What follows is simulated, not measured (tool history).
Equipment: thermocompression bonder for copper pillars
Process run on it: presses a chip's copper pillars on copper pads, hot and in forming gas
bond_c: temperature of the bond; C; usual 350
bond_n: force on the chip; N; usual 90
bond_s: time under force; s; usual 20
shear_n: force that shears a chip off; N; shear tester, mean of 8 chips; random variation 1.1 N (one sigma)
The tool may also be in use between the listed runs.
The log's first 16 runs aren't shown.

Run 17, hour 242.4: usual settings but bond_c 330 C, bond_s 26 s. Result: shear_n 76.9 N.
Run 18, hour 261.3: usual settings but bond_c 330 C, bond_s 26 s. Result: shear_n 75.5 N.
Run 19, hour 282.6: usual settings but bond_c 330 C, bond_n 113 N, bond_s 26 s. Result: shear_n 92.7 N.
Run 20, hour 299.8: usual settings but bond_c 330 C, bond_n 113 N, bond_s 26 s. Result: shear_n 89.5 N.
Run 21, hour 312.7: usual settings but bond_n 117 N. Result: shear_n 100.5 N.
Run 22, hour 333.2: usual settings but bond_c 360 C, bond_s 30 s. Result: shear_n 99.8 N.
Run 23, hour 343.3: usual settings but bond_c 362 C, bond_s 21 s. Result: shear_n 92.1 N.
Run 24, hour 364.2: usual settings but bond_c 336 C, bond_n 92 N, bond_s 14 s. Result: shear_n 64.7 N.
Run 25, hour 375.4: usual settings but bond_c 359 C, bond_s 11 s. Result: shear_n 73.2 N.
Run 26, hour 389.4: usual settings but bond_c 351 C, bond_n 78 N, bond_s 26 s. Result: shear_n 80.7 N.
Run 27, hour 408.2: usual settings but bond_c 351 C, bond_n 78 N, bond_s 26 s. Result: shear_n 80.4 N.
At hour 428.5: forming gas filter changed.
Run 28, hour 431.2: usual settings but bond_c 372 C. Result: shear_n 107.4 N.
Run 29, hour 451: usual settings but bond_c 372 C. Result: shear_n 108.5 N.
Run 30, hour 464.1: usual settings but bond_c 339 C, bond_n 69 N, bond_s 32 s. Result: shear_n 75.5 N.
Run 31, hour 481.2: usual settings but bond_c 342 C, bond_n 80 N, bond_s 22 s. Result: shear_n 78 N.
Run 32, hour 491.7: usual settings but bond_c 348 C, bond_n 93 N, bond_s 11 s. Result: shear_n 74 N.
Run 33, hour 502.7: usual settings but bond_c 348 C, bond_n 93 N, bond_s 11 s. Result: shear_n 73.2 N.
Run 34, hour 519.2: usual settings but bond_c 369 C, bond_n 87 N. Result: shear_n 98.1 N.
Run 35, hour 537.9: usual settings but bond_s 35 s. Result: shear_n 103 N.
Run 36, hour 554.3: usual settings but bond_c 360 C. Result: shear_n 94.1 N.
Run 37, hour 569.5: usual settings but bond_c 360 C. Result: shear_n 95 N.
Run 38, hour 578.9: usual settings but bond_c 372 C, bond_n 58 N, bond_s 38 s. Result: shear_n 90.9 N.
Run 39, hour 598.2: usual settings but bond_c 373 C, bond_n 56 N, bond_s 11 s. Result: shear_n 56.6 N.

Branching from run 39: 4 alternative next runs. What would each branch give?
Run A, hour 619.4: usual settings but bond_c 326 C, bond_n 112 N. Result: shear_n ?.
Run B, hour 619.4: usual settings but bond_c 373 C, bond_n 94 N, bond_s 35 s. Result: shear_n ?.
Run C, hour 619.4: usual settings but bond_s 13 s. Result: shear_n ?.
Run D, hour 619.4: usual settings but bond_c 373 C, bond_n 102 N, bond_s 16 s. Result: shear_n ?.

run  shear_n
  A     82.1
  B    120.8
  C     74.9
  D    107.2
With the hidden condition removed and each run's random variation left untouched, the same runs would have given:
run  shear_n
  A     90.9
  B    128.9
  C     82.9
  D    115.8
